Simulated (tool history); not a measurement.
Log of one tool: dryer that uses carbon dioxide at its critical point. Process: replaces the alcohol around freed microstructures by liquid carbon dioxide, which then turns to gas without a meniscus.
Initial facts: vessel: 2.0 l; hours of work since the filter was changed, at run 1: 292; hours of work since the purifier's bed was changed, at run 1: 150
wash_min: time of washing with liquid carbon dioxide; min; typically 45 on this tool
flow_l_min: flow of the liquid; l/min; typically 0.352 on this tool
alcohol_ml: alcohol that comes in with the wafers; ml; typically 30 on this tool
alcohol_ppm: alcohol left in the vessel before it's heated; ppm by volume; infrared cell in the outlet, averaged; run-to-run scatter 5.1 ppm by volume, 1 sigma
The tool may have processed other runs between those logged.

| run | hour | wash_min | flow_l_min | alcohol_ml | hours of work since the filter was changed | hours of work since the purifier's bed was changed | alcohol_ppm |
|---|---|---|---|---|---|---|---|
| 1 | 0.0 | 45 | 0.352 | 30 | 292 | 150 | 92 |
| 2 | 13.6 | 45 | 0.352 | 42 | 297 | 155 | 118 |
| 3 | 26.4 | 66 | 0.352 | 30 | 302 | 159 | 23 |
| 4 | 37.5 | 66 | 0.352 | 30 | 306 | 163 | 29 |
| 5 | 57.3 | 36 | 0.352 | 30 | 313 | 170 | 227 |
| 6 | 72.9 | 36 | 0.352 | 30 | 318 | 175 | 234 |
| 7 | 84.0 | 36 | 0.352 | 30 | 322 | 179 | 244 |
| 8 | 103.4 | 36 | 0.352 | 30 | 329 | 186 | 230 |
| 9 | 114.7 | 36 | 0.450 | 30 | 333 | 190 | 89 |
| 10 | 124.7 | 36 | 0.480 | 30 | 336 | 194 | 68 |
| 11 | 139.1 | 36 | 0.480 | 30 | 341 | 199 | 82 |
| 12 | 161.0 | 36 | 0.480 | 30 | 349 | 207 | 73 |
| 13 | 174.8 | 36 | 0.480 | 30 | 354 | 211 | 73 |
| 14 | 183.8 | 36 | 0.480 | 30 | 357 | 215 | 75 |
| 15 | 193.9 | 45 | 0.352 | 35 | 361 | 218 | 120 |
| 16 | 204.1 | 45 | 0.352 | 35 | 364 | 222 | 121 |
| 17 | 218.0 | 45 | 0.352 | 35 | 369 | 227 | 122 |
| 18 | 234.9 | 45 | 0.352 | 35 | 375 | 233 | 117 |
| 19 | 249.4 | 45 | 0.352 | 30 | 380 | 238 | 101 |
| 20 | 263.8 | 45 | 0.352 | 30 | 385 | 243 | 111 |
| 21 | 279.4 | 45 | 0.352 | 110 | 391 | 248 | 326 |
| 22 | 298.9 | 45 | 0.352 | 102 | 398 | 255 | 301 |
| 23 | 316.5 | 45 | 0.352 | 102 | 404 | 261 | 303 |
| 24 | 328.3 | 35 | 0.349 | 48 | 408 | 265 | 467 |
| 25 | 342.9 | 43 | 0.352 | 30 | 413 | 271 | 142 |
| 26 | 353.4 | 45 | 0.361 | 21 | 417 | 274 | 98 |
| 27 | 365.5 | 63 | 0.352 | 48 | 421 | 279 | 59 |
| 28 | 375.7 | 63 | 0.352 | 48 | 425 | 282 | 56 |
| 29 | 395.7 | 50 | 0.217 | 30 | 432 | 289 | 469 |
| 30 | 410.2 | 50 | 0.217 | 30 | 437 | 294 | 494 |
| 31 | 429.8 | 52 | 0.268 | 56 | 444 | 301 | 335 |
| 32 | 439.1 | 45 | 0.263 | 56 | 447 | 305 | 633 |
| 33 | 450.0 | 31 | 0.513 | 31 | 451 | 308 | 132 |
| 34 | 468.7 | 46 | 0.269 | 22 | 457 | 315 | 245 |
| 35 | 485.8 | 42 | 0.295 | 29 | 463 | 321 | 301 |
|  | 494.9 | inlet filter changed |
| 36 | 506.5 | 60 | 0.415 | 29 | 4 | 328 | 48 |
| 37 | 516.6 | 54 | 0.352 | 24 | 8 | 331 | 62 |
| 38 | 534.7 | 54 | 0.352 | 24 | 14 | 338 | 60 |
| 39 | 544.1 | 45 | 0.352 | 37 | 17 | 341 | 99 |
| 40 | 555.1 | 43 | 0.301 | 34 | 21 | 345 | 197 |
| 41 | 576.0 | 43 | 0.301 | 34 | 29 | 352 | 194 |
| 42 | 596.6 | 45 | 0.281 | 25 | 36 | 360 | 189 |
| 43 | 610.3 | 59 | 0.278 | 55 | 41 | 364 | 117 |
| 44 | 629.6 | 59 | 0.278 | 55 | 47 | 371 | 127 |

5 ways to go on from here, each from the tool as it stands after run 44. What would each give?
| A | 649.6 | 40 | 0.352 | 48 | 54 | 378 | ? |
| B | 649.6 | 42 | 0.272 | 34 | 54 | 378 | ? |
| C | 649.6 | 48 | 0.272 | 55 | 54 | 378 | ? |
| D | 649.6 | 45 | 0.352 | 22 | 54 | 378 | ? |
| E | 649.6 | 35 | 0.369 | 38 | 54 | 378 | ? |

| run | alcohol_ppm |
|---|---|
| A | 200 |
| B | 330 |
| C | 299 |
| D | 95 |
| E | 227 |
With the hidden condition removed and each run's random variation left untouched, the same runs would have given:
| run | alcohol_ppm |
|---|---|
| A | 136 |
| B | 261 |
| C | 229 |
| D | 38 |
| E | 163 |
